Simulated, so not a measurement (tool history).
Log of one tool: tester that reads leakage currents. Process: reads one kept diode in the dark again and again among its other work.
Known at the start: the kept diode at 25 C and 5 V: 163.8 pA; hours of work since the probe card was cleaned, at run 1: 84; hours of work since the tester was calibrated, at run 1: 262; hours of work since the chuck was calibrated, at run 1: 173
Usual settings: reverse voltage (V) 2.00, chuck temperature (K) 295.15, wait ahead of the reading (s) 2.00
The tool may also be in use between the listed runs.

run    hour  reverse voltage (V)  chuck temperature (K)  wait ahead of the reading (s)  hours of work since the probe card was cleaned  hours of work since the tester was calibrated  hours of work since the chuck was calibrated  current that the tester gives (pA)
  1     0.0                 2.00                 295.15                           2.00                                              84                                            262                                           173                               88.67
  2   132.0                 2.00                 295.15                           2.00                                             139                                            317                                           228                               89.25
  3   236.3                 2.00                 295.15                           2.00                                             183                                            361                                           272                               89.54
  4   333.0                 2.00                 295.15                           1.06                                             223                                            401                                           312                               89.75
  5   435.6                 2.00                 295.15                           1.06                                             265                                            444                                           355                               89.94
  6   524.0                 2.00                 295.15                           1.06                                             302                                            480                                           391                               90.10
  7   633.5                 2.00                 295.15                           1.06                                             348                                            526                                           437                               89.66
  8   716.8                 2.00                 302.15                           2.00                                             382                                            561                                           472                              164.81
  9   788.5                 2.00                 302.15                           2.00                                             412                                            590                                           501                              165.46
 10   896.0                 2.00                 295.15                           0.50                                             457                                            635                                           546                               90.77
 11   966.9                 2.00                 295.15                           0.50                                             487                                            665                                           576                               91.26
 12  1081.1                 2.00                 295.15                           0.50                                             534                                            712                                           623                               91.60
 13  1155.7                 2.00                 295.15                           0.50                                             565                                            743                                           654                               91.49
 14  1245.0                 7.18                 295.15                           2.00                                             602                                            780                                           691                              152.50
 15  1331.1                 2.00                 295.15                           2.55                                             638                                            816                                           727                               91.38
 16  1447.8                 2.00                 295.15                           2.55                                             687                                            865                                           776                               91.61
 17  1566.1                 2.00                 295.15                           2.55                                             736                                            914                                           825                               91.44
 18  1649.4                 2.00                 295.15                           2.55                                             771                                            949                                           860                               90.73
     1659.5  -- chuck's temperature calibrated
 19  1761.0                 2.00                 295.15                           2.55                                             816                                            994                                            42                               92.95
 20  1870.5                 2.00                 295.15                           2.55                                             862                                           1040                                            88                               93.57
 21  2007.5                15.83                 314.15                           2.00                                             919                                           1097                                           145                             1022.98
 22  2119.5                 2.00                 314.15                           0.73                                             965                                           1143                                           191                              451.57
 23  2272.2                16.72                 325.15                           5.06                                            1029                                           1207                                           255                             2391.62
     2335.4  -- chuck's temperature calibrated, once more
 24  2386.8                 7.52                 297.15                           2.00                                            1076                                           1254                                            21                              183.36
 25  2479.4                 2.85                 297.15                           3.60                                            1114                                           1292                                            60                              123.34
 26  2615.0                 1.96                 296.15                           2.00                                            1171                                           1349                                           116                               98.33
 27  2775.4                 1.96                 296.15                           2.00                                            1237                                           1415                                           183                               98.45
 28  2909.4                13.63                 317.15                           2.00                                            1293                                           1471                                           239                             1182.95
 29  3029.1                 2.00                 295.15                           2.72                                            1343                                           1521                                           289                               91.13
 30  3131.9                 2.00                 305.15                           0.74                                            1386                                           1564                                           331                              213.83
 31  3248.9                 1.09                 301.15                           5.30                                            1434                                           1613                                           380                              120.74
 32  3340.7                 2.90                 308.15                           4.29                                            1473                                           1651                                           418                              317.88
 33  3416.2                 7.87                 333.15                           2.00                                            1504                                           1682                                           450                             3081.39
 34  3501.1                 7.87                 333.15                           2.00                                            1539                                           1717                                           485                             3086.26
 35  3628.9                 8.70                 312.15                           0.41                                            1593                                           1771                                           538                              682.47
 36  3730.1                13.65                 324.15                           2.00                                            1635                                           1813                                           580                             2021.65
 37  3874.1                 2.00                 295.15                           0.32                                            1695                                           1873                                           640                               94.06
 38  4025.6                 2.00                 295.15                           0.32                                            1758                                           1936                                           703                               93.65
 39  4126.8                 2.47                 320.15                           0.32                                            1800                                           1978                                           745                              771.96
 40  4196.0                 2.00                 295.15                           2.66                                            1829                                           2007                                           774                               93.10

Hidden state at the last listed run before each entry between runs and at the first one after, where it differs:
Between runs 18 and 19: chuck's temperature calibrated (hour 1659.5)
  stray current of the dirty probe card, pA a volt: 0.539 -> 0.569; current scale over the true one, %: 0.63 -> 0.66; true chuck temperature over the reading, C: 0.28 -> 0.42
  measured less the result without the state, current that the tester gives (pA): +3.76 -> +5.04
Between runs 23 and 24: chuck's temperature calibrated, once more (hour 2335.4)
  stray current of the dirty probe card, pA a volt: 0.708 -> 0.74; current scale over the true one, %: 0.81 -> 0.85; true chuck temperature over the reading, C: 0.48 -> -0.01
  measured less the result without the state, current that the tester gives (pA): +112.86 -> +6.79
